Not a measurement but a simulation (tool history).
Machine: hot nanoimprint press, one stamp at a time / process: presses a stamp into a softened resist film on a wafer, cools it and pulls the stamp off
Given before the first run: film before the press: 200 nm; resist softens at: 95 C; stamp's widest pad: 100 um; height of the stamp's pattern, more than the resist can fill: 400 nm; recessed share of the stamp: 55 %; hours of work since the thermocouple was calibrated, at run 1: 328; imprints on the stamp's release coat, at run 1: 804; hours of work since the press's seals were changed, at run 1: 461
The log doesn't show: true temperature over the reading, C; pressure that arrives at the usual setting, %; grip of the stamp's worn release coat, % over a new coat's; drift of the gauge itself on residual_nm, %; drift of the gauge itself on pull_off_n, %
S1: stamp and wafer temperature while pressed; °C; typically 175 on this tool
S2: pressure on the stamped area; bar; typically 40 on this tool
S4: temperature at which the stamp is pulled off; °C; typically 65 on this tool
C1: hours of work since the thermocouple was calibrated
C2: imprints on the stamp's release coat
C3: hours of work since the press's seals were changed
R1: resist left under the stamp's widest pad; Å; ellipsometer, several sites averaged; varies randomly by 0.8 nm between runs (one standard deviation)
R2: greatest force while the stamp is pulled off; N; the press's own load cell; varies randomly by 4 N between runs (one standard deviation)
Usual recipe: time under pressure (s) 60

Run 1, hour 0: usual settings; C1 328; C2 804; C3 461. Result: R1 1120 Å, R2 205 N.
Run 2, hour 46.5: usual settings; C1 360; C2 930; C3 494. Result: R1 1122 Å, R2 219 N.
Run 3, hour 82.9: usual settings; C1 386; C2 1028; C3 520. Result: R1 1101 Å, R2 219 N.
Run 4, hour 108.5: usual settings but S1 180 °C; C1 404; C2 1097; C3 538. Result: R1 926 Å, R2 223 N.
Run 5, hour 132.5: usual settings but S1 180 °C; C1 421; C2 1162; C3 554. Result: R1 937 Å, R2 226 N.
Run 6, hour 157.4: usual settings but S1 180 °C; C1 438; C2 1229; C3 572. Result: R1 924 Å, R2 221 N.
Run 7, hour 187.4: usual settings but S1 180 °C; C1 459; C2 1310; C3 593. Result: R1 919 Å, R2 224 N.
Run 8, hour 229.2: usual settings; C1 489; C2 1423; C3 622. Result: R1 1097 Å, R2 227 N.
Run 9, hour 257.8: usual settings; C1 509; C2 1500; C3 642. Result: R1 1092 Å, R2 226 N.
At hour 272.7: stamp cleaned and given a new release coat.
Run 10, hour 321.3: usual settings but S1 174 °C; C1 549; C2 131; C3 683. Result: R1 1129 Å, R2 185 N.
Run 11, hour 367.5: usual settings; C1 581; C2 256; C3 715. Result: R1 1096 Å, R2 188 N.
At hour 401: plate thermocouple calibrated.
Run 12, hour 427.8: usual settings; C1 19; C2 410; C3 755. Result: R1 1191 Å, R2 204 N.
Run 13, hour 471.3: usual settings but S2 54.2 bar, time under pressure (s) 110; C1 49; C2 528; C3 786. Result: R1 853 Å, R2 207 N.
Run 14, hour 499.9: usual settings but S2 54.2 bar, time under pressure (s) 110; C1 69; C2 605; C3 806. Result: R1 856 Å, R2 210 N.
Run 15, hour 553.3: usual settings but S2 35.4 bar, time under pressure (s) 40; C1 107; C2 749; C3 843. Result: R1 1379 Å, R2 211 N.
Run 16, hour 585.1: usual settings but S2 35.4 bar, time under pressure (s) 40; C1 129; C2 835; C3 865. Result: R1 1365 Å, R2 219 N.
Run 17, hour 637.1: usual settings but S1 187 °C, S2 35.4 bar, time under pressure (s) 75; C1 166; C2 976; C3 902. Result: R1 730 Å, R2 230 N.
Run 18, hour 667.8: usual settings but S1 184 °C, time under pressure (s) 66, S4 71 °C; C1 187; C2 1058; C3 923. Result: R1 810 Å, R2 191 N.
Run 19, hour 718.8: usual settings but S1 173 °C, time under pressure (s) 57; C1 223; C2 1196; C3 959. Result: R1 1261 Å, R2 232 N.
Run 20, hour 764.4: usual settings but S2 31.4 bar, S4 54 °C; C1 255; C2 1319; C3 991. Result: R1 1229 Å, R2 295 N.
Run 21, hour 814.2: usual settings but S2 31.4 bar, S4 54 °C; C1 290; C2 1453; C3 1026. Result: R1 1243 Å, R2 306 N.
At hour 847: stamp cleaned and given a new release coat.
Run 22, hour 859.8: usual settings but S2 31.4 bar, S4 54 °C; C1 318; C2 34; C3 1054. Result: R1 1242 Å, R2 245 N.

Predict each of these 4 candidate next runs independently; none follows another, all start after run 22:
Run A, hour 898.9: usual settings but S2 26.8 bar, time under pressure (s) 50, S4 54 °C; C1 345; C2 140; C3 1081. Result: R1 ?, R2 ?.
Run B, hour 898.9: usual settings but S1 181 °C, S2 31.4 bar, time under pressure (s) 95, S4 54 °C; C1 345; C2 140; C3 1081. Result: R1 ?, R2 ?.
Run C, hour 898.9: usual settings but S2 28.9 bar; C1 345; C2 140; C3 1081. Result: R1 ?, R2 ?.
Run D, hour 898.9: usual settings but S1 171 °C, S2 48.3 bar, time under pressure (s) 66; C1 345; C2 140; C3 1081. Result: R1 ?, R2 ?.

run    R1   R2
  A  1361  236
  B   861  238
  C  1278  192
  D  1206  189
With the hidden condition removed and each run's random variation left untouched, the same runs would have given:
run    R1   R2
  A  1396  237
  B   888  239
  C  1313  194
  D  1229  191

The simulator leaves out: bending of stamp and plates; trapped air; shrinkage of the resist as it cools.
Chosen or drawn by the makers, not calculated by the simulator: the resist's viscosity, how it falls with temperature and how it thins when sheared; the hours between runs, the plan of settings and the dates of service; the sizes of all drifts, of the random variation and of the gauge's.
